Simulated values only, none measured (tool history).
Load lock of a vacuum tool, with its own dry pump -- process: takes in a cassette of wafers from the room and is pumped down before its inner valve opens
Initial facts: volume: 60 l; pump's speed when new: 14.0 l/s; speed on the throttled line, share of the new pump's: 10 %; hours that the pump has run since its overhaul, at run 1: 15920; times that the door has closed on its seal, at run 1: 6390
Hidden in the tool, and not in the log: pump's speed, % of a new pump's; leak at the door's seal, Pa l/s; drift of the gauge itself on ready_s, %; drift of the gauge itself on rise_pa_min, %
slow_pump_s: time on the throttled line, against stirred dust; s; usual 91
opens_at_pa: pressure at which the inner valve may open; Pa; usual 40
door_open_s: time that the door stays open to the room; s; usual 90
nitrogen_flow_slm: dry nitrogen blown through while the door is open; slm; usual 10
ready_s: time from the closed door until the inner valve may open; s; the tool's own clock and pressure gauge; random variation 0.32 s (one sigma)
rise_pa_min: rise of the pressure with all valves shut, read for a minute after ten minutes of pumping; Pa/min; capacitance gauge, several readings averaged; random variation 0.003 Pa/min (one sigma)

run    hour  slow_pump_s  opens_at_pa  door_open_s  nitrogen_flow_slm  hours that the pump has run since its overhaul  times that the door has closed on its seal  incoming humidity of the room's air, %  ready_s  rise_pa_min
  1       0           91           40           90                 10                                           15920                                        6390                                    48.1    122.6        0.056
  2   162.5           91           40           90                 10                                           16083                                        6663                                    48.6    123.1        0.062
  3   292.6           91           40           90                 10                                           16213                                        6883                                    47.7    123.1        0.059
  4   423.8           91           40           90                 10                                           16344                                        7104                                    45.5    122.8        0.056
      550.7  -- dry pump taken out, an overhauled one fitted
  5     578           88           40           90                 10                                              27                                        7353                                    45.1    112.7        0.051
  6   731.1           88           40           90                 10                                             180                                        7611                                    44.4    112.2        0.053
  7   835.9           91           40           90                 10                                             285                                        7788                                      46    115.3        0.053
  8  1077.2           91           40           90                 10                                             527                                        8194                                    47.5    115.1        0.057
  9  1185.6           91           40           90                 10                                             635                                        8377                                    43.6      115        0.054
 10  1353.9           91           40           90                 10                                             803                                        8661                                    47.8    114.9        0.063
 11    1588           91           28           90                 10                                            1037                                        9055                                    48.4    116.9        0.062
 12  1706.2          125           28           90                 10                                            1156                                        9254                                    45.6    148.3        0.057
 13  1807.8          125           28           90                 10                                            1257                                        9425                                    43.4    147.7        0.051
 14  1945.8          125           28           90                 10                                            1395                                        9658                                    42.2      147        0.049
 15  2173.3          125           28           26                 10                                            1623                                       10041                                    47.5    147.5        0.032
 16  2319.3          125           28           26                 10                                            1769                                       10287                                    43.7    147.6        0.038
 17  2450.1          125           28           26                 10                                            1899                                       10507                                    44.5    147.8        0.032
 18  2580.6          125           28           26                 10                                            2030                                       10727                                    44.6    147.9        0.035
 19  2821.4          125           28           26                 10                                            2271                                       11133                                    45.7    147.7        0.039
 20  2945.9          148           41          191                 16                                            2395                                       11342                                    43.6    166.1        0.062
 21  3171.4          148           41          191                 16                                            2621                                       11722                                    43.8    166.3        0.066
 22  3353.9           91           34           68                 10                                            2803                                       12030                                    45.8    116.2        0.055
 23  3584.1          165           52          107                  9                                            3033                                       12418                                    43.8    181.2        0.068
 24    3824           91           40           26                 10                                            3273                                       12822                                      43    116.2        0.037
 25  4021.2           91           64           53                 10                                            3471                                       13154                                    44.2    114.9         0.05
 26  4204.9           91           64           53                 10                                            3654                                       13463                                    44.9    114.3         0.05
 27  4422.2           91           64           35                 10                                            3871                                       13829                                    45.5    114.6        0.043
 28  4587.5           91           64           35                 10                                            4037                                       14108                                    45.4    114.2        0.039
 29  4705.8           56           30           54                 15                                            4155                                       14307                                    41.9     86.3        0.036
 30  4942.7           56           30           54                 15                                            4392                                       14706                                      44     86.6        0.046
 31  5140.7           56           30           28                 15                                            4590                                       15040                                    43.1     86.7        0.035
 32  5338.5           56           30           28                 15                                            4788                                       15373                                    48.3     86.5        0.044
 33  5559.2          159           62           27                 15                                            5008                                       15745                                    44.6    175.1        0.034
 34  5772.6          159           62           27                 15                                            5222                                       16104                                    47.7      176        0.038
 35  6009.3          167           28           27                 41                                            5459                                       16503                                    45.9      186        0.029
 36  6142.3          177           36           85                 20                                            5592                                       16727                                    42.1    193.6        0.048
 37  6253.2           68           54          121                 33                                            5703                                       16914                                    42.4     95.1         0.04
 38  6445.3           91           30           90                 10                                            5895                                       17238                                      43    118.8        0.065

What differs in the tool's unlogged condition from the final listed run ahead of each entry between runs to the first listed run following it?
Logged between run 4 and run 5: dry pump taken out, an overhauled one fitted (hour 550.7)
  pump's speed, % of a new pump's: 75.8 -> 101.4; leak at the door's seal, Pa l/s: 0.006 -> 0.0062
  difference, measured minus the result without the unlogged condition, ready_s: +7.7 -> -0.3 s; rise_pa_min: +0.004 -> +0.004 Pa/min
